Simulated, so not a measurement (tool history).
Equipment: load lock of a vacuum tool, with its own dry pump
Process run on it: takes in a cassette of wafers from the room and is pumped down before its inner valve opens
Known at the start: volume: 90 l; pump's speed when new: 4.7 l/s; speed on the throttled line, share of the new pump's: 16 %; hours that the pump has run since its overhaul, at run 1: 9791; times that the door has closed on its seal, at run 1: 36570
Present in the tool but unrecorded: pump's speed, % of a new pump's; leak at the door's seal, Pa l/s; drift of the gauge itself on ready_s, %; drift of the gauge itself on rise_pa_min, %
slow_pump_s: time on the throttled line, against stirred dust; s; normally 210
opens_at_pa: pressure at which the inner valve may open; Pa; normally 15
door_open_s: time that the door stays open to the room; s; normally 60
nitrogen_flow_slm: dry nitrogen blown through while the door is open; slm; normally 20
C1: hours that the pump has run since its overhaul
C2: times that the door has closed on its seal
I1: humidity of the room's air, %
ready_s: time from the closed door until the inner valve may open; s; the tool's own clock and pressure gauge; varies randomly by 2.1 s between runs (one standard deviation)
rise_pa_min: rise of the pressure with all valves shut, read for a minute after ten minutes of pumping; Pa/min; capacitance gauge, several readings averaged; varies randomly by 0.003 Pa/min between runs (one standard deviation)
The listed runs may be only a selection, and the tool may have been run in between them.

Run 1, day 0: usual settings; C1 9791; C2 36570; I1 41.4. Result: ready_s 379.7 s, rise_pa_min 0.691 Pa/min.
Run 2, day 15.167: usual settings but slow_pump_s 108 s; C1 10155; C2 38336; I1 41.9. Result: ready_s 295.5 s, rise_pa_min 0.731 Pa/min.
Run 3, day 33.042: usual settings but slow_pump_s 108 s, nitrogen_flow_slm 35 slm; C1 10584; C2 40416; I1 43.8. Result: ready_s 298.1 s, rise_pa_min 0.777 Pa/min.
Run 4, day 50.846: usual settings but nitrogen_flow_slm 14 slm; C1 11012; C2 42489; I1 45.9. Result: ready_s 381.4 s, rise_pa_min 0.837 Pa/min.
At day 65.929: dry pump taken out, an overhauled one fitted.
At day 65.992: door's seal changed, seat wiped.
Run 5, day 73.579: usual settings but nitrogen_flow_slm 14 slm; C1 182; C2 883; I1 43.6. Result: ready_s 347.3 s, rise_pa_min 0.033 Pa/min.
Run 6, day 100.325: usual settings but opens_at_pa 29 Pa; C1 824; C2 3997; I1 41.1. Result: ready_s 335.6 s, rise_pa_min 0.046 Pa/min.
Run 7, day 125.971: usual settings but opens_at_pa 29 Pa; C1 1440; C2 6982; I1 44. Result: ready_s 332.2 s, rise_pa_min 0.064 Pa/min.
Run 8, day 143.758: usual settings but opens_at_pa 29 Pa; C1 1866; C2 9053; I1 46.3. Result: ready_s 335.3 s, rise_pa_min 0.079 Pa/min.
Run 9, day 169.054: usual settings; C1 2474; C2 11997; I1 47. Result: ready_s 349.1 s, rise_pa_min 0.11 Pa/min.
Run 10, day 183.542: usual settings; C1 2821; C2 13684; I1 44.8. Result: ready_s 353.1 s, rise_pa_min 0.128 Pa/min.
Run 11, day 210.496: usual settings but door_open_s 31 s; C1 3468; C2 16822; I1 42.6. Result: ready_s 355.1 s, rise_pa_min 0.165 Pa/min.
Run 12, day 237.517: usual settings but slow_pump_s 274 s; C1 4117; C2 19967; I1 45.7. Result: ready_s 409.8 s, rise_pa_min 0.211 Pa/min.
Run 13, day 251.229: usual settings but slow_pump_s 274 s; C1 4446; C2 21563; I1 42.7. Result: ready_s 413.1 s, rise_pa_min 0.238 Pa/min.
Run 14, day 266.042: usual settings; C1 4801; C2 23288; I1 47.4. Result: ready_s 356.9 s, rise_pa_min 0.268 Pa/min.
Run 15, day 289.096: usual settings; C1 5355; C2 25972; I1 46.8. Result: ready_s 361.7 s, rise_pa_min 0.308 Pa/min.
Run 16, day 314.504: usual settings; C1 5964; C2 28929; I1 45.2. Result: ready_s 362 s, rise_pa_min 0.365 Pa/min.
Run 17, day 331.746: usual settings; C1 6378; C2 30936; I1 47.5. Result: ready_s 362.2 s, rise_pa_min 0.404 Pa/min.
Run 18, day 343.896: usual settings; C1 6670; C2 32350; I1 45.4. Result: ready_s 362.4 s, rise_pa_min 0.427 Pa/min.
Run 19, day 365.8: usual settings but slow_pump_s 357 s, door_open_s 211 s; C1 7195; C2 34901; I1 43.9. Result: ready_s 486.8 s, rise_pa_min 0.502 Pa/min.
Run 20, day 392.708: usual settings but nitrogen_flow_slm 26 slm; C1 7841; C2 38033; I1 46.1. Result: ready_s 368.3 s, rise_pa_min 0.556 Pa/min.
Run 21, day 415.179: usual settings but nitrogen_flow_slm 26 slm; C1 8381; C2 40649; I1 47.9. Result: ready_s 364.1 s, rise_pa_min 0.624 Pa/min.
Run 22, day 441.025: usual settings but slow_pump_s 199 s, opens_at_pa 16 Pa, door_open_s 46 s, nitrogen_flow_slm 8 slm; C1 9001; C2 43657; I1 44.4. Result: ready_s 356 s, rise_pa_min 0.705 Pa/min.
At day 445.029: door's seal changed, seat wiped.
Run 23, day 463.992: usual settings but opens_at_pa 19 Pa, door_open_s 42 s; C1 9551; C2 2208; I1 47.7. Result: ready_s 366.5 s, rise_pa_min 0.029 Pa/min.
Run 24, day 485.746: usual settings but slow_pump_s 176 s, opens_at_pa 20 Pa, door_open_s 159 s; C1 10073; C2 4740; I1 45.3. Result: ready_s 336.5 s, rise_pa_min 0.061 Pa/min.
Run 25, day 504.675: usual settings but opens_at_pa 17 Pa, door_open_s 68 s; C1 10527; C2 6944; I1 46.7. Result: ready_s 367.8 s, rise_pa_min 0.065 Pa/min.
Run 26, day 528.242: usual settings but slow_pump_s 113 s, door_open_s 183 s, nitrogen_flow_slm 34 slm; C1 11093; C2 9687; I1 42.5. Result: ready_s 294.2 s, rise_pa_min 0.095 Pa/min.
At day 539.875: dry pump taken out, an overhauled one fitted.
Run 27, day 543.133: usual settings but slow_pump_s 388 s, opens_at_pa 22 Pa, door_open_s 154 s; C1 78; C2 11391; I1 41.1. Result: ready_s 491.5 s, rise_pa_min 0.117 Pa/min.
Run 28, day 567.812: usual settings but slow_pump_s 245 s, opens_at_pa 22 Pa, door_open_s 154 s, nitrogen_flow_slm 5 slm; C1 670; C2 14264; I1 44.2. Result: ready_s 368.9 s, rise_pa_min 0.158 Pa/min.
Run 29, day 588.817: usual settings but door_open_s 48 s, nitrogen_flow_slm 28 slm; C1 1175; C2 16709; I1 46.6. Result: ready_s 346.6 s, rise_pa_min 0.161 Pa/min.
Run 30, day 611.946: usual settings but opens_at_pa 18 Pa, nitrogen_flow_slm 8 slm; C1 1730; C2 19402; I1 44.4. Result: ready_s 346.6 s, rise_pa_min 0.216 Pa/min.
Run 31, day 631.912: usual settings but slow_pump_s 175 s, opens_at_pa 26 Pa, door_open_s 35 s, nitrogen_flow_slm 23 slm; C1 2209; C2 21727; I1 45.4. Result: ready_s 311.7 s, rise_pa_min 0.236 Pa/min.
Run 32, day 655.921: usual settings but slow_pump_s 143 s, opens_at_pa 26 Pa; C1 2785; C2 24521; I1 44.1. Result: ready_s 283.9 s, rise_pa_min 0.291 Pa/min.
Run 33, day 671.112: usual settings but slow_pump_s 143 s, opens_at_pa 26 Pa; C1 3150; C2 26290; I1 46.2. Result: ready_s 288.3 s, rise_pa_min 0.317 Pa/min.
Run 34, day 690.933: usual settings but slow_pump_s 143 s, opens_at_pa 26 Pa; C1 3625; C2 28597; I1 44.6. Result: ready_s 288.8 s, rise_pa_min 0.362 Pa/min.
Run 35, day 705.029: usual settings but slow_pump_s 143 s, opens_at_pa 26 Pa; C1 3964; C2 30238; I1 43.2. Result: ready_s 288 s, rise_pa_min 0.387 Pa/min.
Run 36, day 722.525: usual settings but door_open_s 41 s; C1 4384; C2 32275; I1 50.1. Result: ready_s 357.7 s, rise_pa_min 0.432 Pa/min.

4 options for the next run, each taken on its own from the tool as it stands now. Forecast them:
Run A, day 744.429: usual settings but slow_pump_s 127 s; C1 4909; C2 34824; I1 44.6. Result: ready_s ?, rise_pa_min ?.
Run B, day 744.429: usual settings but opens_at_pa 29 Pa, nitrogen_flow_slm 25 slm; C1 4909; C2 34824; I1 45. Result: ready_s ?, rise_pa_min ?.
Run C, day 744.429: usual settings but opens_at_pa 11 Pa, door_open_s 198 s, nitrogen_flow_slm 7 slm; C1 4909; C2 34824; I1 42.1. Result: ready_s ?, rise_pa_min ?.
Run D, day 744.429: usual settings but slow_pump_s 398 s, door_open_s 41 s, nitrogen_flow_slm 10 slm; C1 4909; C2 34824; I1 44.1. Result: ready_s ?, rise_pa_min ?.

run  ready_s  rise_pa_min
  A    290.4        0.483
  B    341.9        0.474
  C    369.9        0.504
  D    513.1        0.476
Stripped of hidden state, with their random variation kept, the same runs would have yielded:
run  ready_s  rise_pa_min
  A      278         0.02
  B    331.7        0.018
  C    357.9        0.042
  D    503.8         0.02
